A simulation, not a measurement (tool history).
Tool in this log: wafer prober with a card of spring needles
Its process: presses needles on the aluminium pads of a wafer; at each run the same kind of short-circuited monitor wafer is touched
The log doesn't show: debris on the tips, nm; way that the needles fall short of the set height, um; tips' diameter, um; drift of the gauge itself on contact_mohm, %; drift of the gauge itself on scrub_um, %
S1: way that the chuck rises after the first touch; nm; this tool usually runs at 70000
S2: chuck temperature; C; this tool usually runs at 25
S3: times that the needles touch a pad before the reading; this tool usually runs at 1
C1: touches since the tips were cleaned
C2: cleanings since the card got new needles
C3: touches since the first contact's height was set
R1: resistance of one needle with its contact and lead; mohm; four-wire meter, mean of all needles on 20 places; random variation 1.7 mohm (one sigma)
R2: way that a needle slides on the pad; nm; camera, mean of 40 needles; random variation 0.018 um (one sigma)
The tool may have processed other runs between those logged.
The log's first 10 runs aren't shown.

run	hour	S1	S2	S3	C1	C2	C3	R1	R2
# hour 380.2: tips cleaned on abrasive film
# hour 392.1: height of the first contact set anew
# hour 400.2: tips cleaned on abrasive film
# hour 416.9: tips cleaned on abrasive film
11	416.9	70000	25	2	0	58	9275	178	8970
# hour 434.3: tips cleaned on abrasive film
# hour 451.3: tips cleaned on abrasive film
12	453.3	70000	25	2	754	60	22954	175	8930
# hour 469.4: tips cleaned on abrasive film
# hour 486.4: tips cleaned on abrasive film
13	502.3	70000	25	2	6038	62	41418	215	8930
# hour 504.8: tips cleaned on abrasive film
# hour 522.9: tips cleaned on abrasive film
# hour 540.4: tips cleaned on abrasive film
14	550.9	70000	25	2	3970	65	59651	204	8900
# hour 558.4: tips cleaned on abrasive film
# hour 576.7: tips cleaned on abrasive film
15	580.1	70000	25	2	1263	67	70595	193	8870
# hour 594.6: tips cleaned on abrasive film
16	605.5	70000	42	2	4131	68	80168	211	8840
# hour 611.5: tips cleaned on abrasive film
# hour 630.0: tips cleaned on abrasive film
17	631.0	83000	73	1	397	70	89713	184	10550
# hour 647.9: tips cleaned on abrasive film
18	662.7	62000	28	2	5598	71	101658	228	7790
# hour 666.5: tips cleaned on abrasive film
# hour 683.3: tips cleaned on abrasive film
# hour 701.6: tips cleaned on abrasive film
19	710.7	62000	28	2	3450	74	119676	218	7810
# hour 719.6: tips cleaned on abrasive film
# hour 738.4: tips cleaned on abrasive film
# hour 754.7: tips cleaned on abrasive film
20	761.4	62000	28	2	2517	77	138690	210	7750
# hour 772.0: tips cleaned on abrasive film
# hour 788.4: tips cleaned on abrasive film
21	801.9	65000	43	1	5099	79	153934	256	8130
# hour 804.9: tips cleaned on abrasive film
# hour 823.6: tips cleaned on abrasive film
22	837.9	62000	110	1	5416	81	167460	276	7720
# hour 841.7: tips cleaned on abrasive film
# hour 859.1: tips cleaned on abrasive film
23	870.1	62000	110	1	4168	83	179548	273	7690
# hour 877.3: tips cleaned on abrasive film
# hour 896.5: tips cleaned on abrasive film
# hour 915.6: tips cleaned on abrasive film
# hour 919.9: height of the first contact set anew
24	923.8	62000	110	1	2992	86	1476	251	7890
# hour 935.4: tips cleaned on abrasive film
25	950.9	63000	25	1	5856	87	11673	264	8060
# hour 954.1: tips cleaned on abrasive film
# hour 970.5: tips cleaned on abrasive film
# hour 990.1: tips cleaned on abrasive film
26	999.4	73000	52	1	3498	90	29856	222	9310
# hour 1008.7: tips cleaned on abrasive film
# hour 1027.1: tips cleaned on abrasive film
27	1029.6	51000	76	1	955	92	41213	237	6460
# hour 1043.7: tips cleaned on abrasive film
# hour 1061.5: tips cleaned on abrasive film
28	1068.6	52000	51	2	2675	94	55850	239	6590
# hour 1080.3: tips cleaned on abrasive film
# hour 1098.9: tips cleaned on abrasive film
# hour 1116.0: tips cleaned on abrasive film
29	1116.0	50000	53	1	0	97	73635	196	6300
# hour 1133.2: tips cleaned on abrasive film
30	1141.4	50000	53	1	3069	98	83195	295	6280

3 ways to go on from here, each from the tool as it stands after run 30. What would each give?
# hour 1149.5: tips cleaned on abrasive film
# hour 1167.5: tips cleaned on abrasive film
# hour 1187.0: tips cleaned on abrasive film
A	1190.7	55000	94	2	1382	101	101702	?	?
# hour 1149.5: tips cleaned on abrasive film
# hour 1167.5: tips cleaned on abrasive film
# hour 1187.0: tips cleaned on abrasive film
B	1190.7	59000	25	2	1382	101	101702	?	?
# hour 1149.5: tips cleaned on abrasive film
# hour 1167.5: tips cleaned on abrasive film
# hour 1187.0: tips cleaned on abrasive film
C	1190.7	50000	51	2	1382	101	101702	?	?

run	R1	R2
A	223	6910
B	204	7440
C	227	6290
What these runs would have given with no unlogged condition in the tool:
run	R1	R2
A	189	7030
B	171	7560
C	184	6400
